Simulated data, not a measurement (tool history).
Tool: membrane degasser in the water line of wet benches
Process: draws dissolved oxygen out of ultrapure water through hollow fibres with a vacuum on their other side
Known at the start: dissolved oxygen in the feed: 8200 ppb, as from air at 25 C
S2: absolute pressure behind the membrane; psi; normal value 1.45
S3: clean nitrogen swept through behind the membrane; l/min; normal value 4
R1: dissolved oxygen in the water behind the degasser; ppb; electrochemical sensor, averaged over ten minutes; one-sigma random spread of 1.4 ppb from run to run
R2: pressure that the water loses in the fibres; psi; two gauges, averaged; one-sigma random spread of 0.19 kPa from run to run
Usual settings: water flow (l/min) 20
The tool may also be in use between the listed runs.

run 1 day=0 | water_flow_(l/min)=20 S2=1.45 S3=4 | R1=135.4 R2=5.617
run 2 day=3.912 | water_flow_(l/min)=20 S2=1.45 S3=1.85 | R1=224.6 R2=5.607
run 3 day=6.258 | water_flow_(l/min)=20 S2=1.45 S3=1.85 | R1=223.3 R2=5.641
run 4 day=10.942 | water_flow_(l/min)=20 S2=1.45 S3=4 | R1=133.6 R2=5.697
run 5 day=14.933 | water_flow_(l/min)=20 S2=1.45 S3=6.51 | R1=103.9 R2=5.625
run 6 day=18.275 | water_flow_(l/min)=20 S2=1.45 S3=6.51 | R1=105.5 R2=5.69
run 7 day=22.508 | water_flow_(l/min)=20 S2=1.45 S3=6.51 | R1=105 R2=5.693
run 8 day=25.788 | water_flow_(l/min)=20 S2=1.45 S3=4 | R1=134.9 R2=5.677
run 9 day=29.167 | water_flow_(l/min)=20 S2=1.45 S3=4 | R1=135.2 R2=5.725
run 10 day=32.588 | water_flow_(l/min)=20 S2=3.1 S3=4 | R1=265 R2=5.713
run 11 day=36.104 | water_flow_(l/min)=20 S2=3.1 S3=4 | R1=267.2 R2=5.688
run 12 day=39.312 | water_flow_(l/min)=19 S2=1.41 S3=4 | R1=117.6 R2=5.468
run 13 day=44.496 | water_flow_(l/min)=15 S2=2.25 S3=3 | R1=160.1 R2=4.295
run 14 day=47.9 | water_flow_(l/min)=25 S2=1.28 S3=7.19 | R1=173 R2=7.203
run 15 day=50.642 | water_flow_(l/min)=25 S2=2.57 S3=7.19 | R1=243.4 R2=7.159
run 16 day=54.075 | water_flow_(l/min)=21 S2=1.45 S3=4 | R1=152.7 R2=6.018

Each row is a separate what-if for the run after 16, all from the same tool condition, not one after another. Results?
run A day=58.196 | water_flow_(l/min)=14 S2=0.91 S3=2.01 | R1=? R2=?
run B day=58.196 | water_flow_(l/min)=20 S2=3.35 S3=8.09 | R1=? R2=?
run C day=58.196 | water_flow_(l/min)=16 S2=1.23 S3=6.06 | R1=? R2=?
run D day=58.196 | water_flow_(l/min)=14 S2=1.54 S3=4.51 | R1=? R2=?
run E day=58.196 | water_flow_(l/min)=22 S2=3.34 S3=2.85 | R1=? R2=?

run=A R1=60.3 R2=4.058
run=B R1=169.7 R2=5.825
run=C R1=52.4 R2=4.611
run=D R1=65.5 R2=4
run=E R1=424.8 R2=6.299
Had the tool no hidden state, the same runs would have come out as:
run=A R1=60.3 R2=3.96
run=B R1=169.6 R2=5.684
run=C R1=52.4 R2=4.499
run=D R1=65.5 R2=3.902
run=E R1=424.6 R2=6.145

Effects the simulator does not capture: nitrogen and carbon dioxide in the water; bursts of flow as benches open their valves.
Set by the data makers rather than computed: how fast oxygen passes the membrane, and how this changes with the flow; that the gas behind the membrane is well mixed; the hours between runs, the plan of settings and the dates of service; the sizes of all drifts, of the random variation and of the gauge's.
